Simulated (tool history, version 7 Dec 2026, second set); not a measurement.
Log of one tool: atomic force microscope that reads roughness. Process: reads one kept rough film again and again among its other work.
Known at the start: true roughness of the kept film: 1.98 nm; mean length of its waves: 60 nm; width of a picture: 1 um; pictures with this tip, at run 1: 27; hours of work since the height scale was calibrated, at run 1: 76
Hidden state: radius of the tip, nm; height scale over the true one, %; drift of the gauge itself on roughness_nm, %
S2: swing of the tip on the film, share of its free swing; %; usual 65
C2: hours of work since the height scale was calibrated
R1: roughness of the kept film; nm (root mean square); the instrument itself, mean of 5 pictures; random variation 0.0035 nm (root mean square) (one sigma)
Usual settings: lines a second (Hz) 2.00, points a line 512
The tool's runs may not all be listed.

{"run": 1, "hour": 0.0, "lines a second (Hz)": 2.0, "S2": 65, "points a line": 512, "pictures with this tip": 27, "C2": 76, "R1": 1.862}
{"run": 2, "hour": 12.9, "lines a second (Hz)": 2.0, "S2": 65, "points a line": 512, "pictures with this tip": 45, "C2": 82, "R1": 1.844}
{"run": 3, "hour": 28.0, "lines a second (Hz)": 2.0, "S2": 65, "points a line": 848, "pictures with this tip": 66, "C2": 88, "R1": 1.835}
{"hour": 30.4, "done": "new tip fitted"}
{"run": 4, "hour": 35.9, "lines a second (Hz)": 2.0, "S2": 65, "points a line": 848, "pictures with this tip": 8, "C2": 91, "R1": 1.873}
{"run": 5, "hour": 52.7, "lines a second (Hz)": 2.0, "S2": 65, "points a line": 372, "pictures with this tip": 32, "C2": 97, "R1": 1.858}
{"run": 6, "hour": 62.8, "lines a second (Hz)": 2.0, "S2": 65, "points a line": 372, "pictures with this tip": 46, "C2": 102, "R1": 1.837}
{"run": 7, "hour": 78.5, "lines a second (Hz)": 2.0, "S2": 65, "points a line": 372, "pictures with this tip": 68, "C2": 108, "R1": 1.826}
{"hour": 80.0, "done": "new tip fitted"}
{"run": 8, "hour": 91.5, "lines a second (Hz)": 2.0, "S2": 65, "points a line": 372, "pictures with this tip": 16, "C2": 113, "R1": 1.864}
{"run": 9, "hour": 100.9, "lines a second (Hz)": 2.0, "S2": 65, "points a line": 372, "pictures with this tip": 29, "C2": 117, "R1": 1.859}
{"run": 10, "hour": 110.5, "lines a second (Hz)": 2.0, "S2": 65, "points a line": 512, "pictures with this tip": 43, "C2": 121, "R1": 1.853}
{"run": 11, "hour": 118.7, "lines a second (Hz)": 2.0, "S2": 65, "points a line": 512, "pictures with this tip": 55, "C2": 124, "R1": 1.834}
{"hour": 129.6, "done": "new tip fitted"}
{"run": 12, "hour": 135.7, "lines a second (Hz)": 2.0, "S2": 65, "points a line": 512, "pictures with this tip": 9, "C2": 131, "R1": 1.876}
{"run": 13, "hour": 145.5, "lines a second (Hz)": 2.0, "S2": 65, "points a line": 1003, "pictures with this tip": 23, "C2": 135, "R1": 1.867}
{"run": 14, "hour": 156.7, "lines a second (Hz)": 1.67, "S2": 65, "points a line": 1003, "pictures with this tip": 39, "C2": 139, "R1": 1.869}
{"run": 15, "hour": 169.2, "lines a second (Hz)": 2.0, "S2": 84, "points a line": 512, "pictures with this tip": 56, "C2": 144, "R1": 1.736}
{"hour": 179.2, "done": "new tip fitted"}
{"run": 16, "hour": 181.1, "lines a second (Hz)": 2.0, "S2": 84, "points a line": 512, "pictures with this tip": 2, "C2": 149, "R1": 1.775}
{"run": 17, "hour": 195.9, "lines a second (Hz)": 2.0, "S2": 84, "points a line": 512, "pictures with this tip": 23, "C2": 155, "R1": 1.763}
{"run": 18, "hour": 205.6, "lines a second (Hz)": 2.0, "S2": 84, "points a line": 512, "pictures with this tip": 37, "C2": 159, "R1": 1.753}
{"run": 19, "hour": 219.8, "lines a second (Hz)": 0.65, "S2": 82, "points a line": 716, "pictures with this tip": 57, "C2": 165, "R1": 1.85}
{"hour": 229.3, "done": "new tip fitted"}
{"run": 20, "hour": 232.1, "lines a second (Hz)": 2.53, "S2": 74, "points a line": 311, "pictures with this tip": 4, "C2": 169, "R1": 1.81}
{"run": 21, "hour": 245.5, "lines a second (Hz)": 2.0, "S2": 65, "points a line": 326, "pictures with this tip": 23, "C2": 175, "R1": 1.87}
{"run": 22, "hour": 261.4, "lines a second (Hz)": 0.56, "S2": 71, "points a line": 311, "pictures with this tip": 46, "C2": 181, "R1": 1.879}
{"run": 23, "hour": 275.2, "lines a second (Hz)": 0.59, "S2": 71, "points a line": 585, "pictures with this tip": 65, "C2": 187, "R1": 1.872}
{"hour": 278.3, "done": "new tip fitted"}
{"run": 24, "hour": 293.2, "lines a second (Hz)": 0.59, "S2": 71, "points a line": 585, "pictures with this tip": 21, "C2": 194, "R1": 1.906}
{"run": 25, "hour": 300.8, "lines a second (Hz)": 2.0, "S2": 79, "points a line": 512, "pictures with this tip": 32, "C2": 197, "R1": 1.795}
{"run": 26, "hour": 309.8, "lines a second (Hz)": 2.0, "S2": 79, "points a line": 512, "pictures with this tip": 44, "C2": 201, "R1": 1.789}
{"run": 27, "hour": 322.8, "lines a second (Hz)": 2.0, "S2": 79, "points a line": 512, "pictures with this tip": 63, "C2": 206, "R1": 1.773}
{"hour": 328.0, "done": "new tip fitted"}
{"run": 28, "hour": 337.7, "lines a second (Hz)": 0.52, "S2": 55, "points a line": 432, "pictures with this tip": 13, "C2": 212, "R1": 1.925}
{"run": 29, "hour": 352.6, "lines a second (Hz)": 0.52, "S2": 55, "points a line": 432, "pictures with this tip": 34, "C2": 218, "R1": 1.909}
{"run": 30, "hour": 366.4, "lines a second (Hz)": 0.9, "S2": 65, "points a line": 525, "pictures with this tip": 54, "C2": 223, "R1": 1.877}
{"hour": 378.2, "done": "new tip fitted"}
{"run": 31, "hour": 382.9, "lines a second (Hz)": 3.72, "S2": 65, "points a line": 928, "pictures with this tip": 7, "C2": 230, "R1": 1.836}
{"run": 32, "hour": 400.1, "lines a second (Hz)": 0.72, "S2": 72, "points a line": 928, "pictures with this tip": 31, "C2": 237, "R1": 1.894}
{"run": 33, "hour": 412.1, "lines a second (Hz)": 3.83, "S2": 82, "points a line": 626, "pictures with this tip": 48, "C2": 242, "R1": 1.65}
{"run": 34, "hour": 419.2, "lines a second (Hz)": 0.65, "S2": 89, "points a line": 512, "pictures with this tip": 58, "C2": 244, "R1": 1.834}
{"hour": 427.3, "done": "new tip fitted"}
{"run": 35, "hour": 432.3, "lines a second (Hz)": 0.86, "S2": 89, "points a line": 559, "pictures with this tip": 7, "C2": 250, "R1": 1.855}
{"run": 36, "hour": 439.8, "lines a second (Hz)": 0.52, "S2": 83, "points a line": 923, "pictures with this tip": 18, "C2": 253, "R1": 1.892}

Hidden state at the last listed run before each entry between runs and at the first one after, where it differs:
Between runs 3 and 4: new tip fitted (hour 30.4)
  radius of the tip, nm: 20.7 -> 9; height scale over the true one, %: -0.04 -> -0.03
  measured less the result without the state, R1: -0.055 -> -0.009 nm (root mean square)
Between runs 7 and 8: new tip fitted (hour 80.0)
  radius of the tip, nm: 21.4 -> 10.6
  measured less the result without the state, R1: -0.056 -> -0.014 nm (root mean square)
Between runs 11 and 12: new tip fitted (hour 129.6)
  radius of the tip, nm: 18.6 -> 9.2; height scale over the true one, %: 0.02 -> 0.03
  measured less the result without the state, R1: -0.045 -> -0.008 nm (root mean square)
Between runs 15 and 16: new tip fitted (hour 179.2)
  radius of the tip, nm: 18.9 -> 8.1
  measured less the result without the state, R1: -0.044 -> -0.003 nm (root mean square)
Between runs 19 and 20: new tip fitted (hour 229.3)
  radius of the tip, nm: 19.3 -> 8; height scale over the true one, %: 0.09 -> 0.1
  measured less the result without the state, R1: -0.047 -> -0.002 nm (root mean square)
Between runs 23 and 24: new tip fitted (hour 278.3)
  radius of the tip, nm: 19.9 -> 11.6; height scale over the true one, %: 0.13 -> 0.14
  measured less the result without the state, R1: -0.050 -> -0.016 nm (root mean square)
Between runs 27 and 28: new tip fitted (hour 328.0)
  radius of the tip, nm: 19.9 -> 10.3; height scale over the true one, %: 0.16 -> 0.17
  measured less the result without the state, R1: -0.046 -> -0.011 nm (root mean square)
Between runs 30 and 31: new tip fitted (hour 378.2)
  radius of the tip, nm: 18.5 -> 8.5; height scale over the true one, %: 0.19 -> 0.2
  measured less the result without the state, R1: -0.042 -> -0.002 nm (root mean square)
Between runs 34 and 35: new tip fitted (hour 427.3)
  radius of the tip, nm: 19.1 -> 8.6; height scale over the true one, %: 0.22 -> 0.23
  measured less the result without the state, R1: -0.043 -> -0.003 nm (root mean square)

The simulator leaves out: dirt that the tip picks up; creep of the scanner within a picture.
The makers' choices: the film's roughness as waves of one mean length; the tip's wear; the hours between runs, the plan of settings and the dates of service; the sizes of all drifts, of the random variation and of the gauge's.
